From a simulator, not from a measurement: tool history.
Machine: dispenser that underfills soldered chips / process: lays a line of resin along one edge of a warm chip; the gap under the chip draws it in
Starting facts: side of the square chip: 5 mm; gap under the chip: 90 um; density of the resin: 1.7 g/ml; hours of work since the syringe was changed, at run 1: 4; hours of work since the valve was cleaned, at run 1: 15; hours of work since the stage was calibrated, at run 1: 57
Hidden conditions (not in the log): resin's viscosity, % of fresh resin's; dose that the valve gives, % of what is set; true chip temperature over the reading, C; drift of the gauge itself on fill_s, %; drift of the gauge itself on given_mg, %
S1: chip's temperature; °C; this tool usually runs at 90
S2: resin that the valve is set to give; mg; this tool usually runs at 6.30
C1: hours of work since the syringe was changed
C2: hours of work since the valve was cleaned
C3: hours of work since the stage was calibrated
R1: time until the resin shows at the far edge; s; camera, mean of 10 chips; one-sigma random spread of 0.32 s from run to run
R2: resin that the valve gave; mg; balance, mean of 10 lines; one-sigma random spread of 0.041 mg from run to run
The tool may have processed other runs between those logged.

run,day,S1,S2,C1,C2,C3,R1,R2
1,0.000,90,6.30,4,15,57,14.6,6.22
2,0.200,90,6.30,7,18,60,19.2,6.16
3,0.333,98,6.30,9,20,62,16.4,6.16
# day 0.375: new syringe of resin
4,0.583,89,6.30,3,24,66,13.6,6.13
5,0.775,90,6.30,6,26,69,17.4,6.21
6,0.950,93,6.30,9,29,71,19.0,6.17
# day 0.983: new syringe of resin
7,1.242,93,6.30,4,33,75,13.0,6.13
8,1.492,93,6.30,8,37,79,17.9,6.15
# day 1.600: new syringe of resin
9,1.750,93,6.30,2,41,83,11.2,6.11
10,1.879,93,6.81,4,43,85,13.1,6.60
11,2.129,101,5.42,8,47,89,14.3,5.21
# day 2.196: new syringe of resin
12,2.367,94,6.16,3,50,92,12.0,5.97
13,2.638,91,7.47,7,54,96,17.5,7.17
# day 2.792: new syringe of resin
14,2.933,93,5.86,2,59,101,11.0,5.61
15,3.225,90,6.84,7,63,105,17.9,6.57
# day 3.400: new syringe of resin
16,3.525,96,7.33,2,67,110,9.9,6.98
17,3.800,96,7.54,6,72,114,13.9,7.30
# day 4.004: new syringe of resin
18,4.067,96,7.54,1,76,118,9.7,7.13
19,4.212,96,7.54,3,78,120,10.9,7.17

Table of differences, measured result less the result of that run with no hidden state. Run-to-run variation is the same in both. Gauge scatter possibly is not:
run,R1,R2
1,+3.6,-0.07
2,+7.7,-0.08
3,+8.1,-0.08
4,+2.7,-0.10
5,+6.2,-0.12
6,+9.0,-0.13
7,+3.4,-0.14
8,+8.0,-0.16
9,+1.6,-0.17
10,+3.5,-0.20
11,+6.4,-0.16
12,+2.1,-0.20
13,+7.0,-0.27
14,+1.6,-0.22
15,+7.1,-0.28
16,+1.2,-0.32
17,+5.2,-0.35
18,+0.7,-0.36
19,+2.4,-0.38
